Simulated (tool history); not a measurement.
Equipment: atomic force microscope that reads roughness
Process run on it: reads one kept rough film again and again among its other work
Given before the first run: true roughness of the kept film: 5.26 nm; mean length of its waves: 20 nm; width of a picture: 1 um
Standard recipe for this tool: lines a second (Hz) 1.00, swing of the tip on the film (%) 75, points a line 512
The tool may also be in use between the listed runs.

run	hour	lines a second (Hz)	swing of the tip on the film (%)	points a line	roughness of the kept film (nm (root mean square))
1	0.0	1.00	75	512	3.936
2	16.6	1.00	88	512	3.635
3	26.0	1.00	88	512	3.548
4	34.1	1.00	75	512	3.608
5	44.3	1.00	75	512	3.512
6	53.9	1.00	75	672	3.458
7	68.4	1.00	75	989	3.375
8	78.6	1.00	75	989	3.286
9	86.4	1.00	75	351	3.186
10	97.0	1.00	75	351	3.106
11	113.6	1.00	80	512	3.007
12	121.2	1.00	80	512	2.927
13	137.6	1.00	80	512	2.873
14	150.0	1.00	75	512	2.827
15	161.5	1.00	75	512	2.767
# hour 169.0: new tip fitted
16	173.3	1.00	75	508	3.875
17	189.0	1.00	55	512	3.786
18	203.4	1.00	55	512	3.729
19	213.8	1.00	55	512	3.614
20	228.1	1.00	86	512	3.241
21	237.0	1.00	86	512	3.212
22	249.0	1.00	86	512	3.139
23	262.0	1.00	86	512	3.042
24	270.7	1.00	86	512	2.998
25	281.7	1.00	75	560	3.007
26	290.6	1.00	75	512	2.961
27	304.9	0.78	75	389	2.885
28	319.1	0.80	75	934	2.866
29	335.7	0.80	59	524	2.822
# hour 337.6: new tip fitted
30	347.6	0.80	59	524	3.945
31	361.9	1.19	64	410	3.722
32	378.3	1.19	64	410	3.587
33	385.1	1.19	64	410	3.524
34	392.1	1.15	75	512	3.404
35	402.8	1.15	75	512	3.356
36	410.5	1.15	75	512	3.264
37	419.7	1.15	75	512	3.223
38	431.4	1.15	75	512	3.114
39	438.2	2.63	83	512	2.741
40	448.0	2.63	89	512	2.554
41	455.8	2.63	89	512	2.529
42	468.5	2.28	89	512	2.525
43	478.2	2.28	89	512	2.485
44	486.1	0.92	82	292	2.736
45	496.5	0.78	75	322	2.757
46	503.6	1.74	75	335	2.630
# hour 506.6: new tip fitted
47	520.2	0.70	56	585	3.898
48	534.8	0.70	56	585	3.772
49	547.0	0.70	56	585	3.665
50	559.9	3.03	75	710	3.168
51	568.9	1.00	63	967	3.463
52	576.1	1.00	58	846	3.424

What if the next run were any one of these 5? Each begins from the tool's condition after run 52:
A	587.8	1.00	75	266	?
B	587.8	1.00	68	523	?
C	587.8	3.85	56	278	?
D	587.8	0.51	71	512	?
E	587.8	1.33	74	551	?

run	roughness of the kept film (nm (root mean square))
A	3.155
B	3.256
C	3.131
D	3.312
E	3.219
The same runs, with their run-to-run variation unchanged, on a tool lacking any hidden condition would have given:
run	roughness of the kept film (nm (root mean square))
A	3.865
B	3.989
C	3.836
D	4.058
E	3.943
